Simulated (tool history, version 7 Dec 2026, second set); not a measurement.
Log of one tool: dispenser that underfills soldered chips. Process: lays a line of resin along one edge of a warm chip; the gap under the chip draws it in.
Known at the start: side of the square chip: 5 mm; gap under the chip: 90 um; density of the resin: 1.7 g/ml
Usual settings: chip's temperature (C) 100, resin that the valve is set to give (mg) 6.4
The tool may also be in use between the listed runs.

| run | day | chip's temperature (C) | resin that the valve is set to give (mg) | time until the resin shows at the far edge (s) | resin that the valve gave (mg) |
|---|---|---|---|---|---|
| 1 | 0 | 100 | 6.4 | 5.9 | 6.31 |
|  | 0.125 | new syringe of resin |
| 2 | 0.212 | 100 | 6.4 | 4.2 | 6.3 |
| 3 | 0.408 | 100 | 6.4 | 5.2 | 6.28 |
| 4 | 0.571 | 100 | 6.4 | 5.7 | 6.34 |
|  | 0.662 | new syringe of resin |
| 5 | 0.758 | 100 | 6.4 | 3.3 | 6.25 |
| 6 | 0.85 | 97 | 6.4 | 5.1 | 6.27 |
| 7 | 1.017 | 102 | 6.63 | 5.2 | 6.44 |
| 8 | 1.162 | 112 | 5.98 | 4.4 | 5.83 |
|  | 1.208 | new syringe of resin |
| 9 | 1.258 | 112 | 5.98 | 2.5 | 5.79 |
| 10 | 1.354 | 90 | 6.77 | 6 | 6.64 |
| 11 | 1.483 | 90 | 6.77 | 6.7 | 6.61 |

The same runs without the tool's hidden state, with the same run-to-run variation:
The hidden state here: resin's viscosity, % of fresh resin's; dose that the valve gives, % of what is set; true chip temperature over the reading, C; drift of the gauge itself on fill_s, %; drift of the gauge itself on given_mg, %.
| run | time until the resin shows at the far edge (s) | resin that the valve gave (mg) |
|---|---|---|
| 1 | 3.7 | 6.37 |
| 2 | 3.8 | 6.38 |
| 3 | 3.8 | 6.36 |
| 4 | 3.1 | 6.44 |
| 5 | 3 | 6.36 |
| 6 | 4.2 | 6.39 |
| 7 | 3.5 | 6.58 |
| 8 | 2.4 | 5.97 |
| 9 | 2.4 | 5.93 |
| 10 | 5.1 | 6.81 |
| 11 | 4.7 | 6.79 |
